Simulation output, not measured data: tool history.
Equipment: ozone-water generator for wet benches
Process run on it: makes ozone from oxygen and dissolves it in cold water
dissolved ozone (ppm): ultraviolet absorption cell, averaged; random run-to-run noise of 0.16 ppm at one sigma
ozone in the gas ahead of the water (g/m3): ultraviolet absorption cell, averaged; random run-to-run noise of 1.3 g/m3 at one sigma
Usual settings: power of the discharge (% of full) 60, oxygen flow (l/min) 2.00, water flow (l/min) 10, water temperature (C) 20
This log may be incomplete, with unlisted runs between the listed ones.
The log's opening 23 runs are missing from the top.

run	hour	power of the discharge (% of full)	oxygen flow (l/min)	water flow (l/min)	water temperature (C)	dissolved ozone (ppm)	ozone in the gas ahead of the water (g/m3)
24	877.9	71	2.00	14	20	16.8	265.6
25	919.1	71	2.00	14	20	16.4	268.1
26	947.6	71	2.00	14	20	16.6	264.1
27	973.2	71	2.00	14	20	16.7	265.6
28	1020.7	71	2.00	14	20	16.5	266.1
29	1046.5	53	2.99	6	20	25.7	164.6
30	1089.6	59	2.49	11	20	18.1	199.3
31	1117.1	59	2.49	11	20	18.3	201.6
32	1158.5	59	2.49	11	20	18.0	199.4

Forecast each of these 4 alternatives for the next run:
A	1207.3	60	1.02	10	21	?	?
B	1207.3	50	2.49	11	20	?	?
C	1207.3	58	2.00	9	23	?	?
D	1207.3	90	2.49	8	28	?	?

run	dissolved ozone (ppm)	ozone in the gas ahead of the water (g/m3)
A	17.8	331.8
B	15.5	174.2
C	20.5	220.9
D	29.5	290.9
What these runs would have given with no unlogged condition in the tool:
run	dissolved ozone (ppm)	ozone in the gas ahead of the water (g/m3)
A	19.1	337.0
B	16.6	176.4
C	21.8	224.2
D	31.6	297.3
